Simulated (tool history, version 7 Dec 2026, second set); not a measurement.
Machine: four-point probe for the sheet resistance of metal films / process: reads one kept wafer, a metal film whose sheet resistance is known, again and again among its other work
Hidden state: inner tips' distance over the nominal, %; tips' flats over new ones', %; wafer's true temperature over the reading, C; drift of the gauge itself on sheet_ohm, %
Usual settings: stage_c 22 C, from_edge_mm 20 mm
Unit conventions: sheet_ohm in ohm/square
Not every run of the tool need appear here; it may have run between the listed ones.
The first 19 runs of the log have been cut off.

run	hour	stage_c	from_edge_mm	touches since the probe head was changed	hours of work since the stage's thermometer was calibrated	sheet_ohm
20	1592.1	22	20	60768	665	0.052951
21	1671.7	22	20	65787	724	0.052959
22	1764.9	22	20	71657	793	0.052944
23	1851.2	22	20	77102	857	0.052957
24	1944.9	22	20	83005	926	0.052960
25	2007.7	20	3	86965	973	0.054220
26	2097.4	33	9	92619	1039	0.052782
27	2194.5	31	20	98741	1111	0.052738
28	2309.5	25	7	105989	1196	0.053101
29	2432.0	31	52	113710	1286	0.052685
30	2541.4	28	61	120605	1367	0.052769
31	2611.7	22	43	125038	1419	0.052935
32	2676.1	21	14	129098	1467	0.052997
33	2758.5	24	60	134292	1528	0.052884
34	2817.7	28	10	138022	1571	0.052898
35	2875.9	28	10	141691	1615	0.052884
36	2951.4	28	10	146451	1670	0.052906
37	3015.7	29	20	150501	1718	0.052776

Forecast run 38:
38	3146.8	29	20	158769	1815	?

sheet_ohm: 0.052779 ohm/square
If the tool had no hidden condition, the same run with the same run-to-run variation would have returned sheet_ohm 0.052775 ohm/square.
